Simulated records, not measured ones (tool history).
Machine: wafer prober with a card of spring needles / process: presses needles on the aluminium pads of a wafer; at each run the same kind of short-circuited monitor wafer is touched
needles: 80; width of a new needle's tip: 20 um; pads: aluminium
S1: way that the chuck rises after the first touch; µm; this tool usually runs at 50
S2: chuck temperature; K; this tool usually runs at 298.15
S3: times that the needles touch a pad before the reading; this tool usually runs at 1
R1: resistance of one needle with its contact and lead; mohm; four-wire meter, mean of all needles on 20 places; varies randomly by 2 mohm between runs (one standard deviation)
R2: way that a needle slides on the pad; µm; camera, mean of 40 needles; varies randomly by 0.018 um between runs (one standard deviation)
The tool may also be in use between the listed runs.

Run 1, hour 0: usual settings. Result: R1 214 mohm, R2 11.47 µm.
Run 2, hour 8.1: usual settings but S1 32 µm. Result: R1 225 mohm, R2 7.34 µm.
At hour 11.7: tips cleaned on abrasive film.
Run 3, hour 14.2: usual settings but S1 53 µm. Result: R1 212 mohm, R2 12.14 µm.
Run 4, hour 22.8: usual settings but S1 53 µm. Result: R1 212 mohm, R2 12.16 µm.
At hour 26.1: tips cleaned on abrasive film.
Run 5, hour 35.7: usual settings but S2 361.15 K. Result: R1 236 mohm, R2 11.41 µm.
At hour 40.4: tips cleaned on abrasive film.
Run 6, hour 44: usual settings but S2 361.15 K. Result: R1 231 mohm, R2 11.4 µm.
At hour 54.6: tips cleaned on abrasive film.
Run 7, hour 56.2: usual settings but S2 361.15 K. Result: R1 231 mohm, R2 11.39 µm.
Run 8, hour 65.7: usual settings but S3 2. Result: R1 217 mohm, R2 11.36 µm.
At hour 68.9: tips cleaned on abrasive film.
Run 9, hour 72.8: usual settings. Result: R1 217 mohm, R2 11.33 µm.
Run 10, hour 81.1: usual settings. Result: R1 215 mohm, R2 11.36 µm.
At hour 83.7: tips cleaned on abrasive film.
Run 11, hour 92.3: usual settings but S3 2. Result: R1 215 mohm, R2 11.35 µm.
At hour 98: tips cleaned on abrasive film.
Run 12, hour 100.8: usual settings but S3 2. Result: R1 212 mohm, R2 11.27 µm.
Run 13, hour 108.4: usual settings but S1 58 µm, S2 348.15 K, S3 2. Result: R1 224 mohm, R2 13.08 µm.
At hour 112.8: tips cleaned on abrasive film.
Run 14, hour 119.7: usual settings but S1 57 µm, S2 347.15 K. Result: R1 225 mohm, R2 12.86 µm.
At hour 127.2: tips cleaned on abrasive film.
Run 15, hour 128.6: usual settings but S1 32 µm. Result: R1 225 mohm, R2 7.19 µm.
Run 16, hour 134.2: usual settings but S1 41 µm, S3 3. Result: R1 221 mohm, R2 9.2 µm.
At hour 141.6: tips cleaned on abrasive film.
Run 17, hour 145.7: usual settings but S2 394.15 K. Result: R1 238 mohm, R2 11.17 µm.
Run 18, hour 153.3: usual settings but S1 33 µm, S2 368.15 K, S3 2. Result: R1 246 mohm, R2 7.4 µm.
At hour 156.5: tips cleaned on abrasive film.
Run 19, hour 163.3: usual settings but S2 381.15 K. Result: R1 237 mohm, R2 11.16 µm.
At hour 166.7: gauge calibrated.
At hour 170.9: tips cleaned on abrasive film.
Run 20, hour 172.9: usual settings but S2 381.15 K. Result: R1 236 mohm, R2 11.47 µm.
At hour 185.7: tips cleaned on abrasive film.
Run 21, hour 185.7: usual settings but S2 381.15 K. Result: R1 234 mohm, R2 11.42 µm.
Run 22, hour 197: usual settings but S2 381.15 K. Result: R1 238 mohm, R2 11.45 µm.
At hour 199.9: height of the first contact set anew.
At hour 200.8: tips cleaned on abrasive film.
Run 23, hour 208.4: usual settings but S2 381.15 K. Result: R1 236 mohm, R2 11.41 µm.
At hour 215.2: tips cleaned on abrasive film.
Run 24, hour 215.6: usual settings but S2 345.15 K. Result: R1 227 mohm, R2 11.39 µm.

Forecast each of these 5 alternatives for the next run:
Run A, hour 221.9: usual settings but S1 57 µm, S2 345.15 K. Result: R1 ?, R2 ?.
Run B, hour 221.9: usual settings but S2 303.15 K. Result: R1 ?, R2 ?.
Run C, hour 221.9: usual settings but S1 34 µm, S2 333.15 K. Result: R1 ?, R2 ?.
Run D, hour 221.9: usual settings but S2 327.15 K. Result: R1 ?, R2 ?.
Run E, hour 221.9: usual settings but S1 58 µm, S2 319.15 K, S3 3. Result: R1 ?, R2 ?.

run   R1     R2
  A  226  12.98
  B  216  11.38
  C  232   7.75
  D  221  11.39
  E  222  13.23
The same runs, with their run-to-run variation unchanged, on a tool lacking any hidden condition would have given:
run   R1     R2
  A  226   13.1
  B  215  11.49
  C  232   7.82
  D  220   11.5
  E  222  13.35
